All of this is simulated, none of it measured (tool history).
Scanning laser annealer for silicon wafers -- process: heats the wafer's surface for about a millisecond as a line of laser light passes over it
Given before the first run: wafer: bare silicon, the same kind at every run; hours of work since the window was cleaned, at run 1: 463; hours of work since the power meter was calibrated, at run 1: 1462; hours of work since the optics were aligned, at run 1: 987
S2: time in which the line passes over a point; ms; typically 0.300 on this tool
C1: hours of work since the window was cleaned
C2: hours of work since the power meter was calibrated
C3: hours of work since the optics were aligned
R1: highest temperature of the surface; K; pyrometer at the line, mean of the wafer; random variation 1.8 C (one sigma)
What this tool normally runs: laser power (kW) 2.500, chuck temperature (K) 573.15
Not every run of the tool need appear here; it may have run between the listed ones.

{"run": 1, "hour": 0.0, "laser power (kW)": 2.5, "S2": 0.3, "chuck temperature (K)": 573.15, "C1": 463, "C2": 1462, "C3": 987, "R1": 1238.15}
{"run": 2, "hour": 45.1, "laser power (kW)": 2.5, "S2": 0.3, "chuck temperature (K)": 573.15, "C1": 493, "C2": 1493, "C3": 1018, "R1": 1233.15}
{"run": 3, "hour": 111.8, "laser power (kW)": 2.129, "S2": 0.3, "chuck temperature (K)": 573.15, "C1": 538, "C2": 1537, "C3": 1062, "R1": 1141.15}
{"run": 4, "hour": 147.0, "laser power (kW)": 2.129, "S2": 0.3, "chuck temperature (K)": 573.15, "C1": 561, "C2": 1561, "C3": 1086, "R1": 1143.15}
{"run": 5, "hour": 216.3, "laser power (kW)": 2.129, "S2": 0.3, "chuck temperature (K)": 573.15, "C1": 608, "C2": 1607, "C3": 1132, "R1": 1137.15}
{"hour": 257.2, "done": "optics aligned, line set to its width"}
{"run": 6, "hour": 271.8, "laser power (kW)": 2.149, "S2": 0.3, "chuck temperature (K)": 573.15, "C1": 642, "C2": 1641, "C3": 10, "R1": 1151.15}
{"hour": 319.2, "done": "window over the wafer cleaned"}
{"run": 7, "hour": 332.2, "laser power (kW)": 2.149, "S2": 0.3, "chuck temperature (K)": 573.15, "C1": 9, "C2": 1680, "C3": 49, "R1": 1185.15}
{"run": 8, "hour": 369.3, "laser power (kW)": 2.5, "S2": 0.372, "chuck temperature (K)": 573.15, "C1": 33, "C2": 1704, "C3": 74, "R1": 1344.15}
{"run": 9, "hour": 412.4, "laser power (kW)": 2.5, "S2": 0.372, "chuck temperature (K)": 597.15, "C1": 62, "C2": 1733, "C3": 102, "R1": 1363.15}
{"run": 10, "hour": 483.7, "laser power (kW)": 2.5, "S2": 0.372, "chuck temperature (K)": 597.15, "C1": 110, "C2": 1781, "C3": 150, "R1": 1360.15}
{"run": 11, "hour": 540.5, "laser power (kW)": 2.5, "S2": 0.372, "chuck temperature (K)": 597.15, "C1": 148, "C2": 1819, "C3": 188, "R1": 1359.15}
{"run": 12, "hour": 612.9, "laser power (kW)": 2.5, "S2": 0.372, "chuck temperature (K)": 597.15, "C1": 196, "C2": 1867, "C3": 236, "R1": 1355.15}
{"run": 13, "hour": 659.9, "laser power (kW)": 2.609, "S2": 0.3, "chuck temperature (K)": 573.15, "C1": 228, "C2": 1899, "C3": 268, "R1": 1292.15}
{"run": 14, "hour": 721.9, "laser power (kW)": 2.5, "S2": 0.3, "chuck temperature (K)": 587.15, "C1": 269, "C2": 1940, "C3": 309, "R1": 1271.15}
{"run": 15, "hour": 760.7, "laser power (kW)": 2.726, "S2": 0.3, "chuck temperature (K)": 573.15, "C1": 295, "C2": 1966, "C3": 335, "R1": 1313.15}
{"run": 16, "hour": 819.8, "laser power (kW)": 2.5, "S2": 0.363, "chuck temperature (K)": 573.15, "C1": 334, "C2": 2005, "C3": 374, "R1": 1312.15}
{"run": 17, "hour": 863.9, "laser power (kW)": 2.5, "S2": 0.363, "chuck temperature (K)": 573.15, "C1": 364, "C2": 2035, "C3": 404, "R1": 1312.15}
{"run": 18, "hour": 909.3, "laser power (kW)": 2.5, "S2": 0.363, "chuck temperature (K)": 573.15, "C1": 394, "C2": 2065, "C3": 434, "R1": 1308.15}
{"run": 19, "hour": 980.0, "laser power (kW)": 2.5, "S2": 0.363, "chuck temperature (K)": 573.15, "C1": 441, "C2": 2112, "C3": 481, "R1": 1306.15}
{"run": 20, "hour": 1024.1, "laser power (kW)": 2.5, "S2": 0.3, "chuck temperature (K)": 591.15, "C1": 471, "C2": 2142, "C3": 511, "R1": 1267.15}
{"run": 21, "hour": 1098.9, "laser power (kW)": 2.5, "S2": 0.3, "chuck temperature (K)": 591.15, "C1": 521, "C2": 2192, "C3": 561, "R1": 1264.15}
{"run": 22, "hour": 1156.8, "laser power (kW)": 2.146, "S2": 0.3, "chuck temperature (K)": 564.15, "C1": 559, "C2": 2231, "C3": 600, "R1": 1142.15}
{"run": 23, "hour": 1220.8, "laser power (kW)": 2.146, "S2": 0.3, "chuck temperature (K)": 564.15, "C1": 602, "C2": 2273, "C3": 642, "R1": 1141.15}
{"run": 24, "hour": 1254.7, "laser power (kW)": 2.146, "S2": 0.3, "chuck temperature (K)": 564.15, "C1": 625, "C2": 2296, "C3": 665, "R1": 1138.15}
{"hour": 1328.3, "done": "window over the wafer cleaned"}
{"run": 25, "hour": 1331.1, "laser power (kW)": 2.146, "S2": 0.3, "chuck temperature (K)": 564.15, "C1": 2, "C2": 2346, "C3": 715, "R1": 1166.15}
{"run": 26, "hour": 1380.9, "laser power (kW)": 2.326, "S2": 0.3, "chuck temperature (K)": 566.15, "C1": 35, "C2": 2379, "C3": 748, "R1": 1219.15}
{"run": 27, "hour": 1419.8, "laser power (kW)": 2.326, "S2": 0.3, "chuck temperature (K)": 566.15, "C1": 61, "C2": 2405, "C3": 774, "R1": 1211.15}
{"run": 28, "hour": 1455.0, "laser power (kW)": 2.5, "S2": 0.366, "chuck temperature (K)": 564.15, "C1": 85, "C2": 2428, "C3": 798, "R1": 1318.15}
{"run": 29, "hour": 1499.3, "laser power (kW)": 2.5, "S2": 0.29, "chuck temperature (K)": 612.15, "C1": 114, "C2": 2458, "C3": 827, "R1": 1288.15}
{"run": 30, "hour": 1574.2, "laser power (kW)": 2.5, "S2": 0.29, "chuck temperature (K)": 612.15, "C1": 164, "C2": 2508, "C3": 877, "R1": 1287.15}
{"run": 31, "hour": 1643.1, "laser power (kW)": 2.603, "S2": 0.236, "chuck temperature (K)": 612.15, "C1": 210, "C2": 2554, "C3": 923, "R1": 1254.15}
{"run": 32, "hour": 1693.2, "laser power (kW)": 2.603, "S2": 0.236, "chuck temperature (K)": 612.15, "C1": 244, "C2": 2588, "C3": 957, "R1": 1251.15}
{"run": 33, "hour": 1761.9, "laser power (kW)": 2.458, "S2": 0.277, "chuck temperature (K)": 604.15, "C1": 290, "C2": 2633, "C3": 1003, "R1": 1246.15}
{"run": 34, "hour": 1837.9, "laser power (kW)": 2.458, "S2": 0.277, "chuck temperature (K)": 604.15, "C1": 340, "C2": 2684, "C3": 1053, "R1": 1248.15}
{"run": 35, "hour": 1901.6, "laser power (kW)": 2.318, "S2": 0.222, "chuck temperature (K)": 561.15, "C1": 383, "C2": 2727, "C3": 1096, "R1": 1111.15}
{"run": 36, "hour": 1945.1, "laser power (kW)": 2.318, "S2": 0.222, "chuck temperature (K)": 561.15, "C1": 412, "C2": 2756, "C3": 1125, "R1": 1110.15}
{"run": 37, "hour": 1982.8, "laser power (kW)": 2.467, "S2": 0.222, "chuck temperature (K)": 575.15, "C1": 437, "C2": 2781, "C3": 1150, "R1": 1159.15}
{"hour": 1994.3, "done": "optics aligned, line set to its width"}
{"run": 38, "hour": 2019.7, "laser power (kW)": 2.467, "S2": 0.222, "chuck temperature (K)": 575.15, "C1": 459, "C2": 2802, "C3": 17, "R1": 1169.15}
{"run": 39, "hour": 2071.1, "laser power (kW)": 2.495, "S2": 0.3, "chuck temperature (K)": 573.15, "C1": 493, "C2": 2837, "C3": 51, "R1": 1253.15}
{"run": 40, "hour": 2121.8, "laser power (kW)": 2.428, "S2": 0.232, "chuck temperature (K)": 571.15, "C1": 527, "C2": 2871, "C3": 85, "R1": 1162.15}

Results per run with the tool's hidden condition removed, run-to-run variation unchanged:
The hidden state here: light that passes the window, % of a clean one's; laser's true power over the reading, %; width of the line over the set one, %; drift of the gauge itself on peak_c, C.
run=1 R1=1273.15
run=2 R1=1270.15
run=3 R1=1176.15
run=4 R1=1180.15
run=5 R1=1176.15
run=6 R1=1181.15
run=7 R1=1183.15
run=8 R1=1342.15
run=9 R1=1364.15
run=10 R1=1364.15
run=11 R1=1365.15
run=12 R1=1365.15
run=13 R1=1303.15
run=14 R1=1285.15
run=15 R1=1330.15
run=16 R1=1331.15
run=17 R1=1334.15
run=18 R1=1332.15
run=19 R1=1333.15
run=20 R1=1294.15
run=21 R1=1294.15
run=22 R1=1171.15
run=23 R1=1172.15
run=24 R1=1170.15
run=25 R1=1169.15
run=26 R1=1224.15
run=27 R1=1218.15
run=28 R1=1327.15
run=29 R1=1298.15
run=30 R1=1301.15
run=31 R1=1270.15
run=32 R1=1269.15
run=33 R1=1267.15
run=34 R1=1271.15
run=35 R1=1133.15
run=36 R1=1134.15
run=37 R1=1186.15
run=38 R1=1185.15
run=39 R1=1273.15
run=40 R1=1181.15

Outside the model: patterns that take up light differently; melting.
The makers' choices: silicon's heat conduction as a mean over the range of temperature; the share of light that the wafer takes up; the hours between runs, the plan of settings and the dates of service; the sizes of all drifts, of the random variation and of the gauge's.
